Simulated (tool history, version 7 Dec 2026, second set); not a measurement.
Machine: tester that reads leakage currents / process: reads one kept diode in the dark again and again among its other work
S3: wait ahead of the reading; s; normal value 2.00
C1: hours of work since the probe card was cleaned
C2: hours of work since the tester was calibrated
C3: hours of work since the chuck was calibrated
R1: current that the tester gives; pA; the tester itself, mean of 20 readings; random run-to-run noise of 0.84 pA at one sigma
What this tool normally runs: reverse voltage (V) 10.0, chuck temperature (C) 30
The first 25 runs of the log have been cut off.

{"run": 26, "hour": 2302.1, "reverse voltage (V)": 10.0, "chuck temperature (C)": 26, "S3": 5.09, "C1": 1010, "C2": 3238, "C3": 1198, "R1": 213.57}
{"run": 27, "hour": 2392.5, "reverse voltage (V)": 17.0, "chuck temperature (C)": 35, "S3": 2.68, "C1": 1051, "C2": 3279, "C3": 1238, "R1": 627.05}
{"run": 28, "hour": 2512.3, "reverse voltage (V)": 10.0, "chuck temperature (C)": 35, "S3": 0.48, "C1": 1105, "C2": 3332, "C3": 1292, "R1": 470.36}
{"run": 29, "hour": 2608.3, "reverse voltage (V)": 10.0, "chuck temperature (C)": 30, "S3": 0.95, "C1": 1148, "C2": 3376, "C3": 1335, "R1": 306.98}
{"run": 30, "hour": 2696.3, "reverse voltage (V)": 10.0, "chuck temperature (C)": 30, "S3": 0.95, "C1": 1187, "C2": 3415, "C3": 1375, "R1": 308.34}
{"run": 31, "hour": 2814.0, "reverse voltage (V)": 1.5, "chuck temperature (C)": 49, "S3": 1.04, "C1": 1240, "C2": 3468, "C3": 1427, "R1": 491.46}
{"run": 32, "hour": 2890.1, "reverse voltage (V)": 1.6, "chuck temperature (C)": 31, "S3": 1.99, "C1": 1274, "C2": 3502, "C3": 1462, "R1": 117.61}
{"run": 33, "hour": 2978.6, "reverse voltage (V)": 1.6, "chuck temperature (C)": 31, "S3": 1.99, "C1": 1314, "C2": 3542, "C3": 1501, "R1": 119.17}
{"run": 34, "hour": 3070.0, "reverse voltage (V)": 4.6, "chuck temperature (C)": 30, "S3": 0.54, "C1": 1355, "C2": 3583, "C3": 1542, "R1": 201.27}
{"run": 35, "hour": 3185.5, "reverse voltage (V)": 1.2, "chuck temperature (C)": 30, "S3": 2.0, "C1": 1407, "C2": 3635, "C3": 1594, "R1": 93.04}
{"run": 36, "hour": 3252.0, "reverse voltage (V)": 1.2, "chuck temperature (C)": 39, "S3": 5.92, "C1": 1437, "C2": 3664, "C3": 1624, "R1": 199.26}
{"run": 37, "hour": 3339.8, "reverse voltage (V)": 6.2, "chuck temperature (C)": 44, "S3": 2.0, "C1": 1476, "C2": 3704, "C3": 1663, "R1": 757.53}
{"run": 38, "hour": 3406.0, "reverse voltage (V)": 3.2, "chuck temperature (C)": 45, "S3": 0.5, "C1": 1506, "C2": 3734, "C3": 1693, "R1": 570.21}
{"run": 39, "hour": 3512.0, "reverse voltage (V)": 4.2, "chuck temperature (C)": 24, "S3": 6.71, "C1": 1553, "C2": 3781, "C3": 1741, "R1": 113.17}
{"run": 40, "hour": 3568.0, "reverse voltage (V)": 12.1, "chuck temperature (C)": 23, "S3": 0.42, "C1": 1579, "C2": 3806, "C3": 1766, "R1": 203.65}

Forecast each of these 4 alternatives for the next run:
{"run": "A", "hour": 3619.4, "reverse voltage (V)": 9.8, "chuck temperature (C)": 30, "S3": 5.88, "C1": 1602, "C2": 3829, "C3": 1789, "R1": "?"}
{"run": "B", "hour": 3619.4, "reverse voltage (V)": 10.0, "chuck temperature (C)": 45, "S3": 0.49, "C1": 1602, "C2": 3829, "C3": 1789, "R1": "?"}
{"run": "C", "hour": 3619.4, "reverse voltage (V)": 10.0, "chuck temperature (C)": 41, "S3": 2.0, "C1": 1602, "C2": 3829, "C3": 1789, "R1": "?"}
{"run": "D", "hour": 3619.4, "reverse voltage (V)": 6.7, "chuck temperature (C)": 45, "S3": 0.6, "C1": 1602, "C2": 3829, "C3": 1789, "R1": "?"}

run=A R1=313.25
run=B R1=1080.83
run=C R1=790.18
run=D R1=860.65
Without the tool's unlogged condition, the same runs would have read:
run=A R1=277.50
run=B R1=987.65
run=C R1=717.55
run=D R1=787.31

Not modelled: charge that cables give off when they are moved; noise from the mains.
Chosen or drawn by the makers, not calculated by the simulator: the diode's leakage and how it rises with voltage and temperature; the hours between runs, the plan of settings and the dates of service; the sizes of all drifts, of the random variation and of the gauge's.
